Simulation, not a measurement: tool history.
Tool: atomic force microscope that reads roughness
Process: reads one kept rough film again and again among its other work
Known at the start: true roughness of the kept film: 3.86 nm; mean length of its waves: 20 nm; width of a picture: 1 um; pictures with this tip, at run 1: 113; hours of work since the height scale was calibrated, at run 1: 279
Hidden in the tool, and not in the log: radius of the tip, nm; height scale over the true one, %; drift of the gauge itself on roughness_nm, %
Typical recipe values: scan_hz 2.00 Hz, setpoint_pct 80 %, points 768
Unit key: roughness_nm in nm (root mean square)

run,hour,scan_hz,setpoint_pct,points,pictures with this tip,hours of work since the height scale was calibrated,roughness_nm
1,0.0,2.00,80,768,113,279,2.492
2,10.4,2.00,80,768,133,287,2.487
3,22.2,2.00,80,768,155,297,2.503
4,34.6,2.00,80,768,178,307,2.507
# hour 38.0: new tip fitted
5,46.8,2.00,80,768,17,316,2.488
6,64.3,2.00,80,768,50,330,2.522
7,83.4,2.00,73,768,85,345,2.589
8,95.7,2.00,73,768,108,355,2.575
9,114.9,3.07,73,768,144,370,2.491
10,127.0,3.07,73,768,167,380,2.477
# hour 135.2: new tip fitted
11,147.5,3.07,73,768,23,396,2.493
12,159.9,3.07,73,768,47,405,2.509
13,168.7,3.07,73,768,63,412,2.484
14,186.6,3.07,73,768,97,427,2.500
15,207.8,3.07,73,768,136,444,2.504
16,228.4,2.00,80,768,175,460,2.485
# hour 232.5: new tip fitted
17,248.2,2.00,80,768,29,475,2.503
18,257.8,2.00,80,768,47,483,2.483
19,278.5,2.00,80,768,86,499,2.491
20,291.5,2.00,70,768,110,510,2.623
21,301.5,2.00,70,768,129,518,2.595
22,311.1,2.00,70,768,147,525,2.620
23,324.2,2.00,70,768,171,536,2.607
# hour 330.9: new tip fitted
24,334.0,2.00,70,768,6,543,2.628
25,346.1,1.84,70,611,29,553,2.621
26,355.5,2.56,63,551,46,560,2.610
27,372.7,2.56,63,551,78,574,2.621
28,390.7,0.51,63,551,112,588,2.755
29,400.7,0.51,63,551,131,596,2.729
30,418.2,0.93,58,283,164,610,2.638
31,427.0,0.93,58,283,180,617,2.664
# hour 429.1: new tip fitted
32,437.1,0.93,58,527,15,625,2.741
33,451.6,0.93,58,527,42,636,2.740
34,469.8,2.00,83,464,76,651,2.458
35,483.0,1.97,63,904,101,661,2.694
36,497.3,1.97,63,904,128,673,2.673
37,516.5,1.92,63,270,164,688,2.577
# hour 526.8: new tip fitted
38,536.4,1.92,63,270,18,703,2.589
39,545.8,1.92,63,270,36,711,2.610
40,563.7,2.07,90,768,69,725,2.353
41,582.9,2.07,90,768,105,740,2.330
42,601.2,1.96,55,378,139,755,2.680
43,622.0,1.19,64,378,178,772,2.657
# hour 623.9: new tip fitted
44,638.8,0.89,59,433,28,785,2.707
45,656.6,2.00,80,630,61,799,2.503
46,671.5,2.00,70,467,89,811,2.608
47,692.2,1.76,79,467,128,827,2.499
48,703.9,0.58,57,389,150,836,2.725

Forecast each of these 3 alternatives for the next run:
# hour 721.9: new tip fitted
A,723.7,0.75,57,389,3,852,?
# hour 721.9: new tip fitted
B,723.7,3.09,80,722,3,852,?
# hour 721.9: new tip fitted
C,723.7,2.00,59,768,3,852,?

run,roughness_nm
A,2.699
B,2.353
C,2.690
Without the tool's hidden state the same runs would have given:
run,roughness_nm
A,2.699
B,2.353
C,2.691
